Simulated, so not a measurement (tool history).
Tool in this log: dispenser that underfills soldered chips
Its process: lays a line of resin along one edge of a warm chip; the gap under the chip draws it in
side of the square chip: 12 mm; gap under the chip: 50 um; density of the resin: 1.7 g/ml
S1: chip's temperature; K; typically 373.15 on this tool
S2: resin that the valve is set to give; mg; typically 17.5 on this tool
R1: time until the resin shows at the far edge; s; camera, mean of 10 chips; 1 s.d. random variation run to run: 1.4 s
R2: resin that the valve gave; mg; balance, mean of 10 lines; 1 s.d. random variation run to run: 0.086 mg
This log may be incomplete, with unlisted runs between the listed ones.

run,hour,S1,S2,R1,R2
1,0,373.15,17.5,186.5,17.09
# hour 2.3: new syringe of resin
2,8.1,373.15,17.5,173.4,16.79
# hour 11.3: new syringe of resin
3,19,373.15,17.5,195.4,16.74
# hour 20.9: new syringe of resin
# hour 29.8: new syringe of resin
4,30.8,373.15,17.5,136.1,16.69
5,37.5,373.15,17.5,199.9,16.66
# hour 39.4: new syringe of resin
6,44,373.15,18.5,165.2,17.49
# hour 48.9: new syringe of resin
7,52.2,373.15,18.5,153.4,17.48
# hour 58.2: new syringe of resin
8,60.5,373.15,18.5,140.1,17.48
9,65.7,373.15,18.5,188.1,17.36
# hour 67.9: new syringe of resin
10,74.1,373.15,17.5,187.8,16.45
# hour 76.9: new syringe of resin
11,79.3,373.15,17.5,148.3,16.37
# hour 86.3: new syringe of resin
12,90.2,373.15,17.5,157.2,16.26
# hour 95.4: new syringe of resin
13,96.5,373.15,17.5,134.6,16.32
14,101.9,373.15,17.5,179.5,16.26
# hour 104.7: new syringe of resin
15,109.7,373.15,17.5,169.3,16
# hour 114.4: new syringe of resin
16,116,363.15,17.4,194.3,15.88
# hour 124.1: new syringe of resin
17,125.1,360.15,18,203.2,16.36
# hour 131.8: dispensing valve cleaned and set on the balance
# hour 134.3: new syringe of resin
18,134.9,360.15,18,196.3,17.85
19,140.3,360.15,18,261.9,17.83
# hour 143.4: new syringe of resin
20,147.4,373.15,20,151.1,19.81
# hour 152.5: new syringe of resin
21,154.2,370.15,17.5,149.3,17.23
22,159.1,371.15,15.4,195.3,15.15
# hour 161.9: new syringe of resin
23,167.8,371.15,16.6,187.9,16.31
# hour 171.5: new syringe of resin
24,173.6,371.15,16.6,153,16.22
# hour 180.7: new syringe of resin
25,181.7,362.15,15.7,190.9,15.21
26,186.4,375.15,17.8,161.3,17.28
# hour 190.2: new syringe of resin
27,191.5,368.15,18.7,154.5,18.09

Branching from run 27: 5 alternative next runs. What would each branch give?
# hour 199.6: new syringe of resin
A,202.7,373.15,22.7,?,?
# hour 199.6: new syringe of resin
B,202.7,385.15,15.5,?,?
# hour 199.6: new syringe of resin
C,202.7,368.15,16,?,?
# hour 199.6: new syringe of resin
D,202.7,368.15,15.5,?,?
# hour 199.6: new syringe of resin
E,202.7,383.15,20.4,?,?

run,R1,R2
A,145,22.08
B,107.1,14.94
C,174.5,15.45
D,175.1,14.85
E,106.9,19.34
Without the tool's unlogged condition, the same runs would have read:
run,R1,R2
A,131.7,22.99
B,95.7,15.55
C,157,16.08
D,157.1,15.46
E,96.5,20.14
